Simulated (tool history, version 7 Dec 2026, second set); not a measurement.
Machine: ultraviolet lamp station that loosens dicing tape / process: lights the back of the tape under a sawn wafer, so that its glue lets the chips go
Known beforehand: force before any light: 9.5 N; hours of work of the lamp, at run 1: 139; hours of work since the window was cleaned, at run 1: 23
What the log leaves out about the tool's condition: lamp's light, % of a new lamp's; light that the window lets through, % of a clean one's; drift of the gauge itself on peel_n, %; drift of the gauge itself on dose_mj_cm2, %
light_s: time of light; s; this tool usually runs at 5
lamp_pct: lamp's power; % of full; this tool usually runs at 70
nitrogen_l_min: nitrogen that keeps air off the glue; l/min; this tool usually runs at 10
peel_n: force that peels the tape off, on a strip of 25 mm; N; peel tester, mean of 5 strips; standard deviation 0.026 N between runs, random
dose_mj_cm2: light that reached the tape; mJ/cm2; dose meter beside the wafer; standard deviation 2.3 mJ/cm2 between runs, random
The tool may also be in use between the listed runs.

run   hour  light_s  lamp_pct  nitrogen_l_min  hours of work of the lamp  hours of work since the window was cleaned  peel_n  dose_mj_cm2
  1      0        5        70              10                        139                                          23     1.4          222
  2      6        5        70              10                        143                                          27   1.366          219
  3   15.8        5        70              10                        151                                          34   1.404          215
  4   23.8        5        70              10                        156                                          40   1.459          219
  5   30.2        5        70              10                        161                                          45    1.43          216
  6   38.9        5        70              10                        167                                          51   1.448          216
  7   45.2        5        70              10                        172                                          56   1.456          219
  8   51.8        5        70              10                        177                                          60   1.459          215
  9   62.8        5        70              10                        185                                          68   1.442          215
 10   69.4        5        70              10                        190                                          73   1.462          213
 11   79.6        5        70              10                        197                                          81   1.478          211
 12   89.4        5        70              10                        204                                          88   1.493          211
 13   99.9        5        70              10                        212                                          95   1.499          208
 14  110.4        5        93              10                        219                                         103   0.931          279
 15  116.3        5        70               7                        224                                         107    1.83          209
 16    127        5        70               7                        231                                         115   1.879          208
 17  139.5        5        70               7                        241                                         124   1.835          207
     140.9  -- window cleaned of glue's vapour
 18    146        5        70               5                        245                                           4   2.181          206
 19  152.6        5        70               5                        250                                           8   2.212          203
 20  165.2        5        70              11                        259                                          18   1.604          203
 21  174.1        5        70              11                        265                                          24   1.585          204
 22  183.2        5        90              10                        272                                          31   1.069          260
 23  193.7        5        90              10                        280                                          38    1.04          260
 24  205.4        5        61              10                        288                                          47   2.033          172
     210.5  -- window cleaned of glue's vapour, once more
 25  211.6        4        92               5                        292                                           1   1.909          222
 26  217.8        9        69              10                        297                                           5   0.506          379
 27  224.3        5        69              10                        302                                          10    1.53          206
 28  236.4        5        69              10                        310                                          19   1.558          212
 29  242.8        7        99              17                        315                                          24   0.322          409
 30  252.8        5        78              12                        322                                          31   1.165          228
 31  261.8        5        78              12                        329                                          37   1.154          230
 32  267.1        4        70              12                        333                                          41   2.016          162
 33  277.8        9        83              12                        340                                          49   0.342          432
 34  286.5        9        83              12                        347                                          55   0.338          438
 35  295.9        6        85              12                        354                                          62   0.716          301
 36  304.1        3        85              18                        360                                          68   2.057          152
 37  312.2        3        85              18                        365                                          74   2.069          150
 38  324.9        5        70               3                        375                                          83   2.874          200
 39  333.3        3        63               3                        381                                          89   5.021          109
 40  346.2        3        63               3                        390                                          99   5.004          110
 41  354.3        3        63               3                        396                                         105   5.017          104
 42  361.3        3        63               3                        401                                         110   4.934          110
 43  367.5        5        93              10                        406                                         114   0.983          266

Below, some changes in peel_n between adjacent runs. For each, the amount present without the hidden state too (settings, incoming material, random variation) and the amount remaining for the hidden state with gauge scatter not shared by both compared results:
Run 28 -> 29: light_s 5 -> 7, lamp_pct 69 -> 99, nitrogen_l_min 10 -> 17. peel_n -1.236 N: hidden state -0.212, all else -1.024.
Run 32 -> 33: light_s 4 -> 9, lamp_pct 70 -> 83. peel_n -1.674 N: hidden state -0.278, all else -1.396.
Run 38 -> 39: light_s 5 -> 3, lamp_pct 70 -> 63. peel_n +2.147 N: hidden state +0.019, all else +2.128.
Run 42 -> 43: light_s 3 -> 5, lamp_pct 63 -> 93, nitrogen_l_min 3 -> 10. peel_n -3.951 N: hidden state -0.243, all else -3.708.
